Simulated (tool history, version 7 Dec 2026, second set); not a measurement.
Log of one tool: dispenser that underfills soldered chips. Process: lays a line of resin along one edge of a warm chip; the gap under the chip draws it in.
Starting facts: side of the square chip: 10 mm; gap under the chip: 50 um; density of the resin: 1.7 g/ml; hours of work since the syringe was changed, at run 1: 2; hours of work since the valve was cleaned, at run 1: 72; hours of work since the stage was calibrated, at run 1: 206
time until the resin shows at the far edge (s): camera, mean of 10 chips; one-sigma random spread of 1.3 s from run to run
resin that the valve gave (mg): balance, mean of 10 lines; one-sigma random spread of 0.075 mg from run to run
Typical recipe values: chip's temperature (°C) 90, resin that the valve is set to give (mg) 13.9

run,hour,chip's temperature (°C),resin that the valve is set to give (mg),hours of work since the syringe was changed,hours of work since the valve was cleaned,hours of work since the stage was calibrated,time until the resin shows at the far edge (s),resin that the valve gave (mg)
1,0,90,13.9,2,72,206,140.9,13.04
2,10.6,90,13.9,9,78,213,213.3,12.96
# hour 15.3: new syringe of resin
3,17.5,90,17.3,1,82,217,124.2,16.1
4,23.6,90,17.2,5,86,220,164.4,15.86
5,29.3,90,17.2,8,89,224,204.8,15.64
# hour 34.8: new syringe of resin
6,38.3,90,17.2,2,95,229,136.5,15.68
# hour 41.1: dispensing valve cleaned and set on the balance
7,49.9,90,17.2,8,5,235,207.3,17.12
# hour 54.7: new syringe of resin
8,58.7,90,16.7,2,10,240,139.9,16.44
9,69.6,90,16.7,9,17,247,215,16.33
# hour 74: new syringe of resin
10,76.8,85,13.9,2,21,251,167.8,13.55
11,82.3,75,13.9,5,24,254,314.4,13.6
12,88.5,90,13.9,9,28,258,213.7,13.59
# hour 93.9: new syringe of resin
13,95.3,90,13.9,1,32,262,127.7,13.56
14,106,102,13.9,7,38,268,118.6,13.37
15,111.1,102,13.9,10,41,271,142.5,13.28
# hour 113.5: new syringe of resin
16,121.2,102,13.9,5,47,277,97.9,13.26
17,128.4,79,13.9,9,52,282,354.3,13.15
# hour 133.2: new syringe of resin
18,136.2,79,13.9,2,56,286,221.2,13.19
19,144.2,97,15,7,61,291,137.4,14.15
20,151,97,15,11,65,295,180.2,13.99
# hour 152.4: new syringe of resin
21,161.2,97,15,5,71,301,127.2,13.97
22,167,97,15,9,74,304,160.6,14.08
# hour 171.6: new syringe of resin
23,176.1,94,18.1,3,80,310,119.2,16.91
24,186.1,81,15.1,9,86,316,307.2,13.92
# hour 190.6: new syringe of resin
25,191.4,82,16.4,0,89,319,171.2,14.99
26,197,77,12,4,92,322,285.9,10.93
# hour 204.2: dispensing valve cleaned and set on the balance
27,205,99,12,8,1,326,141.5,12.02
# hour 210.5: new syringe of resin
28,211.1,83,13.5,0,4,330,163,13.53
29,220.1,77,17.7,6,9,335,296.9,17.63
30,225.1,89,14,9,12,338,213.1,13.87
# hour 230.1: new syringe of resin
31,235,89,14,3,18,344,150,13.92
32,240.6,95,17.6,6,21,347,144.1,17.25
33,246.6,79,13,10,25,351,371.2,12.68
# hour 249.6: new syringe of resin
34,257.8,85,16.9,5,32,358,195.8,16.59
35,265.8,102,12.5,10,36,362,137.7,12.17
# hour 268.6: new syringe of resin
36,276.1,94,17.3,5,42,368,130.3,16.63

Measured result minus the same run's result without the hidden state. Both carry the same run-to-run variation, though not necessarily the same gauge scatter:
Hidden conditions of the tool in this case: resin's viscosity, % of fresh resin's; dose that the valve gives, % of what is set; true chip temperature over the reading, C; drift of the gauge itself on fill_s, %; drift of the gauge itself on given_mg, %.
run,time until the resin shows at the far edge (s),resin that the valve gave (mg)
1,+16.3,-0.88
2,+89.9,-0.95
3,+3.8,-1.25
4,+39.5,-1.3
5,+80.4,-1.34
6,+12.4,-1.43
7,+83.4,-0.1
8,+14.1,-0.18
9,+89.6,-0.27
10,+8.8,-0.28
11,+75.1,-0.34
12,+87.1,-0.38
13,+1.8,-0.43
14,+42.7,-0.51
15,+68,-0.56
16,+22.1,-0.62
17,+147.4,-0.68
18,+16.1,-0.73
19,+45.3,-0.86
20,+88.2,-0.91
21,+33.8,-0.99
22,+66.7,-1.05
23,+13.2,-1.36
24,+123.8,-1.22
25,-4.4,-1.37
26,+55.6,-1.03
27,+54,+0.01
28,-8.1,-0.02
29,+78.9,-0.12
30,+85.3,-0.13
31,+19,-0.2
32,+43.6,-0.31
33,+166.3,-0.27
34,+43.8,-0.45
35,+61.2,-0.4
36,+26.3,-0.65
